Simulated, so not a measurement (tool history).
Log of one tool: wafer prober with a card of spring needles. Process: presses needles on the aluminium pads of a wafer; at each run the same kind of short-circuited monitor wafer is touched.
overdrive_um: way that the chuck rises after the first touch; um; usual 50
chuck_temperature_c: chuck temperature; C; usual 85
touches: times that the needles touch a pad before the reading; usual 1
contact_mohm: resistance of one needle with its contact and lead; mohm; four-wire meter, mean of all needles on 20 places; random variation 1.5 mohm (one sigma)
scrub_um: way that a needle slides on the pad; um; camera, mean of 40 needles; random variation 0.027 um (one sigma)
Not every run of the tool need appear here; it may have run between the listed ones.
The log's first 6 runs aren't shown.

At hour 53.9: tips cleaned on abrasive film.
Run 7, hour 59.9: usual settings but overdrive_um 34 um. Result: contact_mohm 218 mohm, scrub_um 9.02 um.
At hour 63.2: tips cleaned on abrasive film.
Run 8, hour 71.2: usual settings but overdrive_um 34 um. Result: contact_mohm 228 mohm, scrub_um 9.06 um.
At hour 72.4: tips cleaned on abrasive film.
Run 9, hour 77.5: usual settings but overdrive_um 34 um. Result: contact_mohm 216 mohm, scrub_um 8.95 um.
At hour 81.7: tips cleaned on abrasive film.
Run 10, hour 85.1: usual settings but overdrive_um 34 um. Result: contact_mohm 200 mohm, scrub_um 8.94 um.
At hour 91: tips cleaned on abrasive film.
Run 11, hour 94.9: usual settings but overdrive_um 34 um. Result: contact_mohm 198 mohm, scrub_um 8.91 um.
At hour 100.9: tips cleaned on abrasive film.
Run 12, hour 103.1: usual settings but overdrive_um 34 um. Result: contact_mohm 192 mohm, scrub_um 8.93 um.
Run 13, hour 109.4: usual settings. Result: contact_mohm 184 mohm, scrub_um 13.21 um.
At hour 110.6: tips cleaned on abrasive film.
At hour 120.4: tips cleaned on abrasive film.
Run 14, hour 120.7: usual settings. Result: contact_mohm 147 mohm, scrub_um 13.21 um.
At hour 130.1: tips cleaned on abrasive film.
Run 15, hour 132.7: usual settings. Result: contact_mohm 163 mohm, scrub_um 13.12 um.
At hour 139.8: tips cleaned on abrasive film.
Run 16, hour 145.4: usual settings but overdrive_um 39 um, chuck_temperature_c 38 C, touches 3. Result: contact_mohm 160 mohm, scrub_um 10.15 um.
At hour 149.1: tips cleaned on abrasive film.
Run 17, hour 156.6: usual settings but overdrive_um 63 um, chuck_temperature_c 64 C. Result: contact_mohm 158 mohm, scrub_um 16.54 um.
At hour 158.7: tips cleaned on abrasive film.
Run 18, hour 163.6: usual settings but overdrive_um 37 um, chuck_temperature_c 64 C. Result: contact_mohm 202 mohm, scrub_um 9.58 um.
At hour 168.7: tips cleaned on abrasive film.
Run 19, hour 173.7: usual settings but overdrive_um 45 um. Result: contact_mohm 184 mohm, scrub_um 11.67 um.
At hour 178.2: tips cleaned on abrasive film.
Run 20, hour 179.5: usual settings but overdrive_um 45 um. Result: contact_mohm 160 mohm, scrub_um 11.71 um.
At hour 187.7: tips cleaned on abrasive film.
Run 21, hour 188.4: usual settings but overdrive_um 32 um, chuck_temperature_c 28 C, touches 3. Result: contact_mohm 151 mohm, scrub_um 8.12 um.
At hour 195.4: height of the first contact set anew.
At hour 197.9: tips cleaned on abrasive film.
Run 22, hour 201.3: usual settings but overdrive_um 54 um, chuck_temperature_c 76 C. Result: contact_mohm 161 mohm, scrub_um 14.56 um.
At hour 207.1: tips cleaned on abrasive film.
Run 23, hour 209.9: usual settings but overdrive_um 54 um, chuck_temperature_c 76 C. Result: contact_mohm 158 mohm, scrub_um 14.54 um.
Run 24, hour 215.6: usual settings but overdrive_um 37 um, chuck_temperature_c 103 C. Result: contact_mohm 220 mohm, scrub_um 9.97 um.
At hour 216.7: tips cleaned on abrasive film.
At hour 226.6: tips cleaned on abrasive film.
Run 25, hour 227.8: usual settings but overdrive_um 58 um. Result: contact_mohm 149 mohm, scrub_um 15.56 um.
At hour 235.9: tips cleaned on abrasive film.
Run 26, hour 237: usual settings but touches 2. Result: contact_mohm 146 mohm, scrub_um 13.42 um.
At hour 245.2: tips cleaned on abrasive film.
Run 27, hour 248.7: usual settings but touches 2. Result: contact_mohm 154 mohm, scrub_um 13.37 um.
At hour 255: tips cleaned on abrasive film.
Run 28, hour 256.3: usual settings but overdrive_um 62 um, chuck_temperature_c 54 C. Result: contact_mohm 145 mohm, scrub_um 16.6 um.
Run 29, hour 262: usual settings but overdrive_um 62 um, touches 3. Result: contact_mohm 144 mohm, scrub_um 16.59 um.
At hour 264.3: tips cleaned on abrasive film.
Run 30, hour 273.2: usual settings but overdrive_um 70 um, chuck_temperature_c 70 C, touches 3. Result: contact_mohm 144 mohm, scrub_um 18.74 um.

Consider 4 possible next runs. They are alternatives, not a sequence: every one starts from the tool as it was left by run 30. What does each give?
At hour 274.4: tips cleaned on abrasive film.
At hour 284.2: tips cleaned on abrasive film.
Run A, hour 286.2: usual settings but overdrive_um 70 um, chuck_temperature_c 52 C, touches 3. Result: contact_mohm ?, scrub_um ?.
At hour 274.4: tips cleaned on abrasive film.
At hour 284.2: tips cleaned on abrasive film.
Run B, hour 286.2: usual settings but overdrive_um 32 um, chuck_temperature_c 122 C, touches 2. Result: contact_mohm ?, scrub_um ?.
At hour 274.4: tips cleaned on abrasive film.
At hour 284.2: tips cleaned on abrasive film.
Run C, hour 286.2: usual settings but overdrive_um 49 um, chuck_temperature_c 87 C. Result: contact_mohm ?, scrub_um ?.
At hour 274.4: tips cleaned on abrasive film.
At hour 284.2: tips cleaned on abrasive film.
Run D, hour 286.2: usual settings but overdrive_um 30 um, chuck_temperature_c 92 C, touches 3. Result: contact_mohm ?, scrub_um ?.

run  contact_mohm  scrub_um
  A           134     18.66
  B           181       8.4
  C           160     12.98
  D           177      7.86
With the hidden condition removed and each run's random variation left untouched, the same runs would have given:
run  contact_mohm  scrub_um
  A           130      18.9
  B           157      8.64
  C           142     13.22
  D           159      8.09
